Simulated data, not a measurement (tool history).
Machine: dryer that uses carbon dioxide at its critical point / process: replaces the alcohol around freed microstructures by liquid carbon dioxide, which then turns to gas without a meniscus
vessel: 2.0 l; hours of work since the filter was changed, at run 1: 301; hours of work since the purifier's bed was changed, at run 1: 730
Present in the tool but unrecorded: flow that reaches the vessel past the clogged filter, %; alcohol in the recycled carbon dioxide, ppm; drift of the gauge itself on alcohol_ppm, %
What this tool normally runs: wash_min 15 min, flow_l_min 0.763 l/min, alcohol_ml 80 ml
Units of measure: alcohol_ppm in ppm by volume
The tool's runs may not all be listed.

run	hour	wash_min	flow_l_min	alcohol_ml	hours of work since the filter was changed	hours of work since the purifier's bed was changed	alcohol_ppm
1	0.0	15	0.763	80	301	730	1003
2	26.3	15	0.763	80	315	744	986
3	51.8	15	0.763	80	329	758	1048
4	79.3	14	0.763	80	344	773	1306
5	125.9	15	0.763	80	369	798	1110
6	153.0	15	0.763	80	384	813	1093
# hour 163.3: inlet filter changed
7	207.3	15	0.763	80	24	842	825
8	259.3	10	0.763	80	52	870	2759
9	304.5	15	0.763	80	77	895	872
10	353.7	15	0.515	80	103	921	2747
11	413.3	15	0.515	80	135	953	2829
12	467.6	15	0.515	80	165	983	2847
13	496.0	15	0.515	80	180	998	2945
14	545.1	15	0.515	80	207	1025	2955
15	596.7	15	0.515	80	235	1053	3062
16	626.4	15	0.515	80	251	1069	2950
17	661.9	15	0.526	80	270	1088	2933
18	710.2	15	0.763	80	296	1114	1094
19	751.7	15	0.763	80	319	1137	1112
20	792.1	15	0.462	28	341	1159	1643
# hour 800.0: purifier's bed changed
21	848.8	15	0.462	32	370	26	1567
22	874.9	12	1.219	32	384	41	150
# hour 880.9: inlet filter changed
23	927.7	10	1.130	53	25	69	461
24	984.3	19	0.529	35	56	99	474
25	1016.4	19	0.529	35	73	117	485
26	1068.7	19	0.529	35	102	145	497
27	1115.9	13	0.918	80	127	171	607
28	1147.2	16	0.918	112	144	188	366
29	1176.5	16	0.918	40	160	204	160
30	1204.2	12	0.971	80	175	219	737
31	1229.5	12	0.971	69	189	232	629
32	1255.0	12	0.971	69	203	246	648
33	1305.2	12	0.971	69	230	273	681
34	1343.7	23	0.571	48	251	294	335

Selected run-to-run steps in alcohol_ppm, each split into two signed amounts: the part the tool would show with no hidden state at all (from settings, incoming material and random variation), and the remainder, which goes to the hidden state together with any gauge scatter not common to the measured and the hidden-state-free results:
Run 6 -> 7: inlet filter changed. alcohol_ppm -268 ppm by volume: hidden state -266, all else -2.
Run 7 -> 8: wash_min 15 -> 10. alcohol_ppm +1934 ppm by volume: hidden state +95, all else +1839.
Run 8 -> 9: wash_min 10 -> 15. alcohol_ppm -1887 ppm by volume: hidden state -46, all else -1841.
Run 9 -> 10: flow_l_min 0.763 -> 0.515. alcohol_ppm +1875 ppm by volume: hidden state +146, all else +1729.
Run 17 -> 18: flow_l_min 0.526 -> 0.763. alcohol_ppm -1839 ppm by volume: hidden state -262, all else -1577.
Run 21 -> 22: wash_min 15 -> 12, flow_l_min 0.462 -> 1.219. alcohol_ppm -1417 ppm by volume: hidden state -275, all else -1142.
